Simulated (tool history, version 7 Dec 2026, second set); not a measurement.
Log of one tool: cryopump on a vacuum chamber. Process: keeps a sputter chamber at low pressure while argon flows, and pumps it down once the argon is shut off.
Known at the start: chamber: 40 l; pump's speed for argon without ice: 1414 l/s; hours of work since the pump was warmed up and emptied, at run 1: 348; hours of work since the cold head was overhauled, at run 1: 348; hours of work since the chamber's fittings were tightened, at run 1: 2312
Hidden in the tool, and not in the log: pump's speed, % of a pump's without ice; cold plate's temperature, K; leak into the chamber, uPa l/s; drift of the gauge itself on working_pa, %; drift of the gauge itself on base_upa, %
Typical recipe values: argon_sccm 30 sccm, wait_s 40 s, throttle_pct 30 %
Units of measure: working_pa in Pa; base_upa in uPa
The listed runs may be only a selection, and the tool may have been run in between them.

run   hour  argon_sccm  wait_s  throttle_pct  hours of work since the pump was warmed up and emptied  hours of work since the cold head was overhauled  hours of work since the chamber's fittings were tightened  working_pa  base_upa
  1      0          30      40            30                                                     348                                               348                                                       2312      0.1243      2.93
  2   60.4          30      40            30                                                     372                                               372                                                       2336       0.124      2.97
  3  130.4          30      40            30                                                     400                                               400                                                       2364      0.1248      2.88
  4  198.7          30      20            30                                                     428                                               428                                                       2392      0.1232      5.31
  5  274.1          30      40            30                                                     458                                               458                                                       2422      0.1254      2.99
  6  324.5          30      47            30                                                     478                                               478                                                       2442      0.1265      2.59
  7  378.9          35     189            16                                                     500                                               500                                                       2464      0.2692      1.04
  8  453.4          35     189            16                                                     530                                               530                                                       2494      0.2701      0.99
  9  508.7          35     189            16                                                     552                                               552                                                       2516      0.2694      1.06
 10  582.9          38     124            16                                                     581                                               581                                                       2545      0.2939       1.3
 11  625.8          31     292            30                                                     599                                               599                                                       2563      0.1317      0.85
 12  680.5          59     292            32                                                     620                                               620                                                       2584      0.2368      0.86

Below are 5 alternative next runs, each starting from the tool's condition after run 12. Predict each:
  A  718.5          49      55            16                                                     636                                               636                                                       2600           ?         ?
  B  718.5          59     292            21                                                     636                                               636                                                       2600           ?         ?
  C  718.5          59     292            34                                                     636                                               636                                                       2600           ?         ?
  D  718.5          30      56            30                                                     636                                               636                                                       2600           ?         ?
  E  718.5          19     133            22                                                     636                                               636                                                       2600           ?         ?

run  working_pa  base_upa
  A      0.3808       2.3
  B      0.3541      0.86
  C       0.224      0.83
  D      0.1276      2.29
  E      0.1099      1.28
Without the tool's unlogged condition, the same runs would have read:
run  working_pa  base_upa
  A      0.3672      1.98
  B      0.3376      0.54
  C      0.2075      0.52
  D      0.1193      1.97
  E      0.1046      0.96
